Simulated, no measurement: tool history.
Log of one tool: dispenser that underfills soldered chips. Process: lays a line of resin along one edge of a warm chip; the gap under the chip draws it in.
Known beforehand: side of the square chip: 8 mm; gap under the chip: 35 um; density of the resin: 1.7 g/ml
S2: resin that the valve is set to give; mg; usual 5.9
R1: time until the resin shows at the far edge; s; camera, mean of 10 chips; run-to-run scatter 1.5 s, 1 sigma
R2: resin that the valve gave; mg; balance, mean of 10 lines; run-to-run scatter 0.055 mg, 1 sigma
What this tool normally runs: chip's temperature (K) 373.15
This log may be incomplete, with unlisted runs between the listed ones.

Run 1, hour 0: usual settings. Result: R1 169.9 s, R2 5.35 mg.
At hour 13: new syringe of resin.
Run 2, hour 13.3: usual settings. Result: R1 155.8 s, R2 5.36 mg.
Run 3, hour 20.7: usual settings. Result: R1 214.8 s, R2 5.29 mg.
At hour 28.7: new syringe of resin.
Run 4, hour 28.9: usual settings. Result: R1 158.3 s, R2 5.29 mg.
Run 5, hour 38.1: usual settings. Result: R1 227.9 s, R2 5.24 mg.
At hour 44.4: new syringe of resin.
Run 6, hour 44.9: usual settings. Result: R1 161.3 s, R2 5.14 mg.
At hour 56.1: dispensing valve cleaned and set on the balance.
Run 7, hour 57.6: usual settings but S2 5.72 mg. Result: R1 249.2 s, R2 5.7 mg.
At hour 61.6: new syringe of resin.
Run 8, hour 71.3: usual settings but S2 5.72 mg. Result: R1 225.9 s, R2 5.69 mg.
Run 9, hour 76.8: usual settings but chip's temperature (K) 377.15. Result: R1 233.9 s, R2 5.88 mg.
At hour 78.2: new syringe of resin.
Run 10, hour 84.5: usual settings but chip's temperature (K) 377.15. Result: R1 165.5 s, R2 5.81 mg.
At hour 94.2: new syringe of resin.
Run 11, hour 95.2: usual settings but chip's temperature (K) 377.15, S2 5.21 mg. Result: R1 132.8 s, R2 5.07 mg.
Run 12, hour 101.8: usual settings but chip's temperature (K) 377.15, S2 5.21 mg. Result: R1 178 s, R2 5 mg.
Run 13, hour 107.8: usual settings but chip's temperature (K) 385.15, S2 5.21 mg. Result: R1 162.4 s, R2 5.05 mg.
At hour 110.2: new syringe of resin.
Run 14, hour 116.4: usual settings but chip's temperature (K) 385.15, S2 7.3 mg. Result: R1 113.8 s, R2 7.04 mg.
Run 15, hour 123.3: usual settings but chip's temperature (K) 371.15, S2 7.5 mg. Result: R1 276.4 s, R2 7.2 mg.
At hour 126.6: new syringe of resin.
Run 16, hour 131: usual settings but chip's temperature (K) 371.15, S2 7.5 mg. Result: R1 198.2 s, R2 7.16 mg.
Run 17, hour 139.2: usual settings but chip's temperature (K) 371.15, S2 6.67 mg. Result: R1 277.7 s, R2 6.38 mg.
At hour 142.3: new syringe of resin.
Run 18, hour 151.1: usual settings but chip's temperature (K) 384.15, S2 6.46 mg. Result: R1 141.6 s, R2 6.06 mg.
At hour 158.6: new syringe of resin.
Run 19, hour 163.2: usual settings but chip's temperature (K) 362.15, S2 5.91 mg. Result: R1 307.7 s, R2 5.45 mg.
At hour 174.3: new syringe of resin.
Run 20, hour 174.4: usual settings but chip's temperature (K) 363.15, S2 6.78 mg. Result: R1 242.4 s, R2 6.36 mg.
Run 21, hour 185.6: usual settings but chip's temperature (K) 377.15, S2 6.12 mg. Result: R1 206.1 s, R2 5.63 mg.
At hour 190.4: new syringe of resin.
Run 22, hour 196.9: usual settings but chip's temperature (K) 366.15, S2 5.4 mg. Result: R1 295.7 s, R2 4.97 mg.
At hour 206.3: new syringe of resin.
Run 23, hour 210.7: usual settings but chip's temperature (K) 366.15, S2 5.4 mg. Result: R1 260.3 s, R2 4.86 mg.
Run 24, hour 221: usual settings but chip's temperature (K) 366.15, S2 6.37 mg. Result: R1 385.8 s, R2 5.71 mg.
At hour 222.6: new syringe of resin.
Run 25, hour 227.8: usual settings but chip's temperature (K) 366.15, S2 6.37 mg. Result: R1 270.2 s, R2 5.69 mg.
Run 26, hour 233.8: usual settings but chip's temperature (K) 366.15, S2 6.37 mg. Result: R1 337.8 s, R2 5.71 mg.
At hour 238.6: new syringe of resin.
Run 27, hour 242.7: usual settings but S2 7.28 mg. Result: R1 182.9 s, R2 6.41 mg.
Run 28, hour 249.9: usual settings but chip's temperature (K) 384.15, S2 7.47 mg. Result: R1 151.7 s, R2 6.57 mg.

Some steps in R1 between neighbouring runs. How much of each would the tool show without its hidden state too (settings, what came in, random variation), and how much is left for the hidden state, with any gauge scatter that isn't in both results?
The tool's hidden condition here consists of: resin's viscosity, % of fresh resin's; dose that the valve gives, % of what is set; true chip temperature over the reading, C; drift of the gauge itself on fill_s, %; drift of the gauge itself on given_mg, %.
Run 14 -> 15: chip's temperature (K) 385.15 -> 371.15, S2 7.3 -> 7.5. R1 +162.6 s: hidden state +91.3, all else +71.3.
Run 18 -> 19: chip's temperature (K) 384.15 -> 362.15, S2 6.46 -> 5.91, new syringe of resin. R1 +166.1 s: hidden state +17.6, all else +148.5.
Run 23 -> 24: S2 5.4 -> 6.37. R1 +125.5 s: hidden state +128.9, all else -3.4.
Run 24 -> 25: new syringe of resin. R1 -115.6 s: hidden state -119.8, all else +4.2.

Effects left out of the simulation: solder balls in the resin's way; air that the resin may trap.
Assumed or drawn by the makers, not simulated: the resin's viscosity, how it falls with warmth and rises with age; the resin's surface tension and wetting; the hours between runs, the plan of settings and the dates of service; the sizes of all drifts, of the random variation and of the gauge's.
